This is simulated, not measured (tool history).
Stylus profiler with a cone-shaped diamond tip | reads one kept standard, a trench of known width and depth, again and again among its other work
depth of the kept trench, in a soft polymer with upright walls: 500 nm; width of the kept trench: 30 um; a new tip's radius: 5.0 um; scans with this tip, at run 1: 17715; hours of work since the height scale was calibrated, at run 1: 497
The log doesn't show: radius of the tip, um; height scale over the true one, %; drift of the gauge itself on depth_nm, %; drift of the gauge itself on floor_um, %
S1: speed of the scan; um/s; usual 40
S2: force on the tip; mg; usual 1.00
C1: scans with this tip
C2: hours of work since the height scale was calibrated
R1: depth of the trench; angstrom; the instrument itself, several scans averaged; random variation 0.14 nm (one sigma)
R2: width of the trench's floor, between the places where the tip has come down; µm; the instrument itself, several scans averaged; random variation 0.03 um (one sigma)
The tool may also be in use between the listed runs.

| run | day | S1 | S2 | C1 | C2 | R1 | R2 |
|---|---|---|---|---|---|---|---|
| 1 | 0.000 | 40 | 1.00 | 17715 | 497 | 5035.1 | 23.35 |
| 2 | 3.862 | 40 | 1.00 | 18168 | 544 | 5038.8 | 23.31 |
| 3 | 5.746 | 40 | 1.00 | 18388 | 568 | 5038.5 | 23.22 |
| 4 | 7.442 | 40 | 1.00 | 18587 | 588 | 5039.4 | 23.23 |
|  | 10.479 | new tip fitted, height scale calibrated |
| 5 | 11.088 | 40 | 1.73 | 71 | 7 | 5041.4 | 25.28 |
| 6 | 14.304 | 40 | 1.73 | 448 | 47 | 5041.0 | 25.26 |
| 7 | 16.275 | 40 | 1.73 | 679 | 72 | 5041.1 | 25.18 |
| 8 | 18.450 | 40 | 1.73 | 934 | 98 | 5040.3 | 25.21 |
| 9 | 22.179 | 40 | 1.73 | 1370 | 144 | 5041.5 | 25.13 |
| 10 | 24.471 | 40 | 1.73 | 1639 | 173 | 5043.7 | 25.11 |
| 11 | 26.604 | 40 | 1.86 | 1889 | 199 | 5044.5 | 25.11 |
| 12 | 29.267 | 40 | 0.58 | 2201 | 232 | 5022.7 | 24.85 |
| 13 | 32.596 | 40 | 0.58 | 2591 | 273 | 5024.6 | 24.72 |
| 14 | 35.417 | 40 | 2.05 | 2921 | 308 | 5051.3 | 24.95 |
| 15 | 39.221 | 40 | 0.56 | 3367 | 355 | 5025.8 | 24.61 |
| 16 | 42.700 | 40 | 0.56 | 3774 | 398 | 5027.3 | 24.62 |
| 17 | 45.767 | 21 | 0.90 | 4133 | 435 | 5032.7 | 24.84 |
| 18 | 48.538 | 58 | 2.97 | 4458 | 470 | 5065.6 | 24.73 |
| 19 | 52.408 | 58 | 2.97 | 4912 | 517 | 5065.6 | 24.61 |
| 20 | 54.312 | 40 | 2.96 | 5135 | 541 | 5067.5 | 24.69 |
| 21 | 56.196 | 40 | 1.97 | 5355 | 564 | 5052.8 | 24.70 |
| 22 | 59.988 | 132 | 2.70 | 5799 | 611 | 5064.5 | 24.07 |
| 23 | 62.350 | 12 | 1.46 | 6076 | 640 | 5047.9 | 24.77 |
| 24 | 64.333 | 94 | 0.63 | 6308 | 664 | 5032.2 | 23.65 |
| 25 | 67.179 | 74 | 0.36 | 6642 | 700 | 5026.5 | 23.56 |
| 26 | 69.288 | 62 | 0.73 | 6888 | 726 | 5035.1 | 24.03 |
| 27 | 72.871 | 14 | 0.61 | 7308 | 770 | 5030.5 | 24.54 |
| 28 | 75.183 | 10 | 2.79 | 7579 | 798 | 5070.6 | 24.61 |
| 29 | 78.638 | 130 | 2.29 | 7984 | 841 | 5062.9 | 23.74 |

3 ways to go on from here, each from the tool as it stands after run 29. What would each give?
| A | 80.600 | 130 | 0.92 | 8214 | 865 | ? | ? |
| B | 80.600 | 10 | 0.81 | 8214 | 865 | ? | ? |
| C | 80.600 | 63 | 2.29 | 8214 | 865 | ? | ? |

| run | R1 | R2 |
|---|---|---|
| A | 5041.1 | 23.20 |
| B | 5038.8 | 24.52 |
| C | 5063.5 | 24.20 |
Without the tool's hidden state the same runs would have given:
| run | R1 | R2 |
|---|---|---|
| A | 5026.8 | 24.22 |
| B | 5024.5 | 25.55 |
| C | 5049.1 | 25.23 |

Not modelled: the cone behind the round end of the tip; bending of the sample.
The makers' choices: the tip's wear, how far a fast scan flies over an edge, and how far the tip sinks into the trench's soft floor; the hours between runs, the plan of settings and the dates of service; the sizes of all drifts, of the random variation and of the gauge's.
